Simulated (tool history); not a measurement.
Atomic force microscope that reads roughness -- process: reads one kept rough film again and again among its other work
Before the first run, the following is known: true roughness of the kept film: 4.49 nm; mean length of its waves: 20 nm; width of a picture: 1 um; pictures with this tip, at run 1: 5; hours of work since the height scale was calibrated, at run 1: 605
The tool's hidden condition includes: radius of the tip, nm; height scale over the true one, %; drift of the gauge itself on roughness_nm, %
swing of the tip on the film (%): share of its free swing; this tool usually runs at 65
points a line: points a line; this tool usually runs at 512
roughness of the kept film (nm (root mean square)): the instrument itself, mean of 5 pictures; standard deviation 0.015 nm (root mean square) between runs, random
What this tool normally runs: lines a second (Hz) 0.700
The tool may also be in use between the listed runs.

run    hour  lines a second (Hz)  swing of the tip on the film (%)  points a line  pictures with this tip  hours of work since the height scale was calibrated  roughness of the kept film (nm (root mean square))
  1     0.0                0.700                                65            512                       5                                                  605                                               3.505
  2    50.5                0.700                                65            512                      63                                                  637                                               2.773
       88.3  -- new tip fitted
  3    88.3                0.700                                65            512                       0                                                  661                                               3.534
  4   153.8                0.700                                74            512                      75                                                  703                                               2.664
      182.8  -- new tip fitted
  5   187.0                0.700                                74            512                       5                                                  724                                               3.428
  6   221.9                0.700                                74            512                      45                                                  746                                               2.984
      278.3  -- new tip fitted
  7   279.7                0.700                                74            512                       1                                                  783                                               3.508
  8   332.8                0.700                                62            512                      62                                                  817                                               2.883
      372.8  -- new tip fitted
  9   376.6                0.900                                65            512                       4                                                  845                                               3.505
 10   426.2                0.900                                65            512                      61                                                  876                                               2.833
      467.7  -- new tip fitted
 11   468.9                0.864                                65            512                       1                                                  903                                               3.506
 12   533.1                0.864                                65            512                      74                                                  945                                               2.693
      562.4  -- new tip fitted
 13   562.4                0.864                                65            512                       0                                                  963                                               3.547
 14   596.7                3.389                                65            512                      39                                                  985                                               2.789
      659.9  -- new tip fitted
 15   663.8                0.700                                65            512                       4                                                 1028                                               3.454
 16   730.9                2.944                                65            512                      81                                                 1071                                               2.454
      754.0  -- new tip fitted
 17   779.7                2.944                                65            450                      30                                                 1102                                               2.939
 18   844.4                2.944                                65            450                     103                                                 1143                                               2.345
      848.3  -- new tip fitted
 19   885.8                2.944                                65            450                      43                                                 1169                                               2.818
 20   935.8                2.944                                65            450                     100                                                 1201                                               2.368
      945.5  -- new tip fitted
 21   964.4                2.944                                65            450                      21                                                 1220                                               3.040
 22  1023.0                0.700                                65            512                      88                                                 1257                                               2.621
     1039.9  -- new tip fitted
 23  1059.5                2.268                                65            512                      22                                                 1280                                               3.072
 24  1090.3                0.700                                65            512                      57                                                 1300                                               2.888
     1132.6  -- new tip fitted
 25  1142.7                0.700                                65            512                      11                                                 1333                                               3.391
 26  1193.1                0.700                                65            512                      69                                                 1365                                               2.749
     1226.2  -- new tip fitted
 27  1238.1                0.700                                60            512                      14                                                 1394                                               3.363
 28  1305.2                2.970                                75            445                      90                                                 1437                                               2.253
     1322.6  -- new tip fitted
 29  1350.5                2.970                                75            450                      32                                                 1466                                               2.671
 30  1413.7                0.589                                75            464                     104                                                 1506                                               2.471
     1420.1  -- new tip fitted
 31  1444.1                0.700                                64            345                      27                                                 1525                                               3.166
 32  1486.8                0.932                                60            550                      76                                                 1553                                               2.734
     1515.1  -- new tip fitted
 33  1527.8                0.700                                65            459                      14                                                 1579                                               3.397
 34  1586.2                0.700                                65            459                      81                                                 1616                                               2.700
     1611.0  -- new tip fitted
 35  1651.6                0.522                                71            308                      46                                                 1658                                               2.988
 36  1688.0                1.538                                65            421                      87                                                 1681                                               2.612
     1707.8  -- new tip fitted
 37  1757.3                0.700                                65            605                      57                                                 1725                                               2.903
     1801.3  -- new tip fitted
 38  1818.6                0.508                                65            512                      20                                                 1764                                               3.342
 39  1863.4                3.119                                65            512                      71                                                 1793                                               2.574
     1897.7  -- new tip fitted
 40  1907.8                0.742                                65            512                      11                                                 1821                                               3.424
 41  1975.4                0.742                                65            512                      88                                                 1864                                               2.668
     1990.2  -- new tip fitted
 42  2013.1                0.700                                82            512                      26                                                 1888                                               3.162
 43  2060.7                0.700                                70            633                      80                                                 1919                                               2.763
     2083.8  -- new tip fitted
 44  2090.0                0.649                                71            293                       7                                                 1937                                               3.425
 45  2127.6                3.385                                71           1000                      50                                                 1961                                               2.576
     2177.5  -- new tip fitted
 46  2181.0                1.910                                65            290                       4                                                 1995                                               3.343
 47  2243.5                3.911                                65            290                      75                                                 2035                                               2.475
     2270.2  -- new tip fitted
 48  2283.1                3.911                                76            793                      15                                                 2060                                               2.740
 49  2326.4                3.911                                76            793                      64                                                 2088                                               2.303
 50  2361.1                0.717                                76            259                     104                                                 2110                                               2.357
     2367.1  -- new tip fitted
 51  2424.6                0.717                                76            259                      66                                                 2151                                               2.691

Each row is a separate what-if for the run after 51, all from the same tool condition, not one after another. Results?
     2464.3  -- new tip fitted
  A  2486.3                0.717                                83            259                      25                                                 2190                                                   ?
     2464.3  -- new tip fitted
  B  2486.3                0.700                                65            325                      25                                                 2190                                                   ?
     2464.3  -- new tip fitted
  C  2486.3                3.955                                61            324                      25                                                 2190                                                   ?
     2464.3  -- new tip fitted
  D  2486.3                0.534                                76            259                      25                                                 2190                                                   ?

run  roughness of the kept film (nm (root mean square))
  A                                               3.039
  B                                               3.180
  C                                               2.984
  D                                               3.130
With no hidden state in the tool, these same runs would have given:
run  roughness of the kept film (nm (root mean square))
  A                                               3.323
  B                                               3.477
  C                                               3.263
  D                                               3.421
